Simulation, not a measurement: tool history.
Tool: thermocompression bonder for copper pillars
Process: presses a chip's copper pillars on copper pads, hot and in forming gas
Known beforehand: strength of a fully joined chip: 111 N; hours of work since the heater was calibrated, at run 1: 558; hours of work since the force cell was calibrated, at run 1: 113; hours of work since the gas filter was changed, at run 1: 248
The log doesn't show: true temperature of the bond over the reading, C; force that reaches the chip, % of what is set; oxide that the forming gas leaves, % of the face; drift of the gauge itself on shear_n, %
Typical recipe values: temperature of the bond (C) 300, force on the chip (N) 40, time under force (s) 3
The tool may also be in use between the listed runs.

| run | day | temperature of the bond (C) | force on the chip (N) | time under force (s) | hours of work since the heater was calibrated | hours of work since the force cell was calibrated | hours of work since the gas filter was changed | force that shears a chip off (N) |
|---|---|---|---|---|---|---|---|---|
| 1 | 0 | 300 | 40 | 3 | 558 | 113 | 248 | 41.9 |
| 2 | 0.308 | 300 | 40 | 3 | 562 | 117 | 252 | 41 |
| 3 | 0.846 | 300 | 40 | 3 | 568 | 124 | 259 | 41.4 |
|  | 1.062 | heater calibrated with a thermocouple chip |
| 4 | 1.296 | 300 | 58 | 3 | 3 | 128 | 263 | 64.6 |
| 5 | 1.796 | 300 | 58 | 3 | 9 | 135 | 270 | 63.5 |
| 6 | 2.162 | 291 | 33 | 8 | 14 | 139 | 274 | 48 |
|  | 2.254 | force cell calibrated |
| 7 | 2.683 | 300 | 28 | 3 | 20 | 5 | 280 | 29.2 |
| 8 | 2.975 | 314 | 41 | 4 | 23 | 9 | 284 | 57.9 |
| 9 | 3.292 | 314 | 41 | 4 | 27 | 13 | 288 | 56.8 |
|  | 3.442 | force cell calibrated, once more |
| 10 | 3.625 | 300 | 44 | 3 | 31 | 2 | 291 | 49.2 |

Predict each of these 5 candidate next runs independently; none follows another, all start after run 10:
| A | 4.083 | 305 | 56 | 4 | 37 | 8 | 297 | ? |
| B | 4.083 | 299 | 44 | 3 | 37 | 8 | 297 | ? |
| C | 4.083 | 308 | 34 | 3 | 37 | 8 | 297 | ? |
| D | 4.083 | 293 | 33 | 7 | 37 | 8 | 297 | ? |
| E | 4.083 | 293 | 44 | 3 | 37 | 8 | 297 | ? |

| run | force that shears a chip off (N) |
|---|---|
| A | 71 |
| B | 47.7 |
| C | 40.1 |
| D | 46.6 |
| E | 46.3 |
Without the tool's unlogged condition, the same runs would have read:
| run | force that shears a chip off (N) |
|---|---|
| A | 76.2 |
| B | 51.3 |
| C | 43.1 |
| D | 50.1 |
| E | 49.8 |

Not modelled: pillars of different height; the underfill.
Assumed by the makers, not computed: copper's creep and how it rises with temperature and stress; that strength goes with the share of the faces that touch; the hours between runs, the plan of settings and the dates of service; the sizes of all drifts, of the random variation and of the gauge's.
